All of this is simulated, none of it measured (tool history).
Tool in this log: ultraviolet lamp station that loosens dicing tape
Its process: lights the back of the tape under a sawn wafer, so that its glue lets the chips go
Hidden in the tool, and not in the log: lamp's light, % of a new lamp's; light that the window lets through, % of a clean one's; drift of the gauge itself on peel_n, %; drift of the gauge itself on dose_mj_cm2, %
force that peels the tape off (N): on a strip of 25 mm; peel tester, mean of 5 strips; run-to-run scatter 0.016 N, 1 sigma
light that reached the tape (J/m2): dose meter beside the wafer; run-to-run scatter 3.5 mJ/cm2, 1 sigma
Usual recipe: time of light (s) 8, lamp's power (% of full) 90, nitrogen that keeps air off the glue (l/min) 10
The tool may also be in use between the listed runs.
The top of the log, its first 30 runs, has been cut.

| run | hour | time of light (s) | lamp's power (% of full) | nitrogen that keeps air off the glue (l/min) | hours of work of the lamp | hours of work since the window was cleaned | force that peels the tape off (N) | light that reached the tape (J/m2) |
|---|---|---|---|---|---|---|---|---|
| 31 | 724.0 | 7 | 64 | 10 | 929 | 77 | 1.949 | 3170 |
| 32 | 746.6 | 13 | 65 | 6 | 945 | 93 | 0.918 | 5870 |
| 33 | 778.2 | 9 | 78 | 7 | 968 | 116 | 1.229 | 4860 |
| 34 | 810.8 | 8 | 68 | 20 | 992 | 140 | 1.329 | 3720 |
| 35 | 826.8 | 7 | 68 | 20 | 1004 | 152 | 1.610 | 3250 |
| 36 | 847.8 | 7 | 68 | 20 | 1019 | 167 | 1.640 | 3220 |
| 37 | 883.5 | 4 | 94 | 7 | 1045 | 193 | 2.663 | 2490 |
| 38 | 915.2 | 8 | 73 | 19 | 1068 | 217 | 1.240 | 3910 |
| 39 | 940.1 | 8 | 89 | 14 | 1086 | 235 | 0.982 | 4690 |
| 40 | 966.8 | 8 | 89 | 14 | 1106 | 254 | 0.988 | 4700 |
| 41 | 1002.2 | 8 | 98 | 4 | 1132 | 280 | 1.389 | 5120 |
| 42 | 1024.5 | 8 | 92 | 4 | 1148 | 296 | 1.548 | 4720 |
| 43 | 1053.0 | 8 | 92 | 4 | 1169 | 317 | 1.581 | 4640 |

Alternative continuations, all from the tool just after run 43; predict every row:
| A | 1087.3 | 8 | 92 | 8 | 1194 | 342 | ? | ? |
| B | 1087.3 | 14 | 90 | 9 | 1194 | 342 | ? | ? |
| C | 1087.3 | 8 | 62 | 4 | 1194 | 342 | ? | ? |

| run | force that peels the tape off (N) | light that reached the tape (J/m2) |
|---|---|---|
| A | 1.209 | 4680 |
| B | 0.464 | 7900 |
| C | 2.500 | 3160 |
Take away the tool's hidden state, keep each run's random variation, and the runs would have read:
| run | force that peels the tape off (N) | light that reached the tape (J/m2) |
|---|---|---|
| A | 0.811 | 5960 |
| B | 0.330 | 10070 |
| C | 1.913 | 4020 |

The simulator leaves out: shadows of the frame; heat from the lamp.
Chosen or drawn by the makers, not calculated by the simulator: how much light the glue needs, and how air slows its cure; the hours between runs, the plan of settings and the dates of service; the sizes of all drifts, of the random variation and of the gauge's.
